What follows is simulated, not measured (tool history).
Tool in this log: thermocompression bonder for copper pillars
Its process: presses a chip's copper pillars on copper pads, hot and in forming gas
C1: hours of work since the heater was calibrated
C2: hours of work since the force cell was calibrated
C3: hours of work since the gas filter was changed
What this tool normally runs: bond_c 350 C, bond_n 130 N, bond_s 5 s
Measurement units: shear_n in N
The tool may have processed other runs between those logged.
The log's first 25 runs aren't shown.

{"run": 26, "day": 6.496, "bond_c": 350, "bond_n": 130, "bond_s": 4, "C1": 56, "C2": 113, "C3": 314, "shear_n": 62.8}
{"run": 27, "day": 6.792, "bond_c": 350, "bond_n": 130, "bond_s": 4, "C1": 60, "C2": 117, "C3": 318, "shear_n": 63.3}
{"run": 28, "day": 6.992, "bond_c": 350, "bond_n": 130, "bond_s": 4, "C1": 63, "C2": 120, "C3": 321, "shear_n": 64.3}
{"run": 29, "day": 7.183, "bond_c": 334, "bond_n": 150, "bond_s": 8, "C1": 65, "C2": 123, "C3": 324, "shear_n": 75.0}
{"run": 30, "day": 7.342, "bond_c": 350, "bond_n": 130, "bond_s": 5, "C1": 68, "C2": 125, "C3": 326, "shear_n": 70.2}
{"run": 31, "day": 7.712, "bond_c": 368, "bond_n": 97, "bond_s": 13, "C1": 73, "C2": 130, "C3": 331, "shear_n": 90.0}
{"run": 32, "day": 7.912, "bond_c": 360, "bond_n": 98, "bond_s": 4, "C1": 76, "C2": 133, "C3": 334, "shear_n": 58.1}
{"run": 33, "day": 8.175, "bond_c": 372, "bond_n": 98, "bond_s": 6, "C1": 79, "C2": 137, "C3": 338, "shear_n": 76.2}
{"run": 34, "day": 8.35, "bond_c": 347, "bond_n": 160, "bond_s": 3, "C1": 82, "C2": 139, "C3": 340, "shear_n": 65.1}
{"run": 35, "day": 8.533, "bond_c": 333, "bond_n": 93, "bond_s": 4, "C1": 84, "C2": 142, "C3": 343, "shear_n": 38.5}
{"run": 36, "day": 8.742, "bond_c": 333, "bond_n": 93, "bond_s": 4, "C1": 87, "C2": 145, "C3": 346, "shear_n": 39.2}
{"run": 37, "day": 9.071, "bond_c": 333, "bond_n": 93, "bond_s": 4, "C1": 92, "C2": 149, "C3": 351, "shear_n": 40.1}
{"run": 38, "day": 9.362, "bond_c": 350, "bond_n": 133, "bond_s": 5, "C1": 96, "C2": 154, "C3": 355, "shear_n": 69.7}
{"run": 39, "day": 9.729, "bond_c": 352, "bond_n": 108, "bond_s": 5, "C1": 101, "C2": 159, "C3": 360, "shear_n": 61.2}
{"run": 40, "day": 9.996, "bond_c": 350, "bond_n": 163, "bond_s": 7, "C1": 105, "C2": 163, "C3": 364, "shear_n": 87.6}

Here are 4 independent what-if runs from the current tool condition. What would each one return?
{"run": "A", "day": 10.271, "bond_c": 355, "bond_n": 156, "bond_s": 6, "C1": 109, "C2": 166, "C3": 368, "shear_n": "?"}
{"run": "B", "day": 10.271, "bond_c": 341, "bond_n": 163, "bond_s": 10, "C1": 109, "C2": 166, "C3": 368, "shear_n": "?"}
{"run": "C", "day": 10.271, "bond_c": 340, "bond_n": 155, "bond_s": 15, "C1": 109, "C2": 166, "C3": 368, "shear_n": "?"}
{"run": "D", "day": 10.271, "bond_c": 376, "bond_n": 185, "bond_s": 4, "C1": 109, "C2": 166, "C3": 368, "shear_n": "?"}

run=A shear_n=82.4
run=B shear_n=87.3
run=C shear_n=92.1
run=D shear_n=96.8
Take away the tool's hidden state, keep each run's random variation, and the runs would have read:
run=A shear_n=90.5
run=B shear_n=95.9
run=C shear_n=101.2
run=D shear_n=106.1
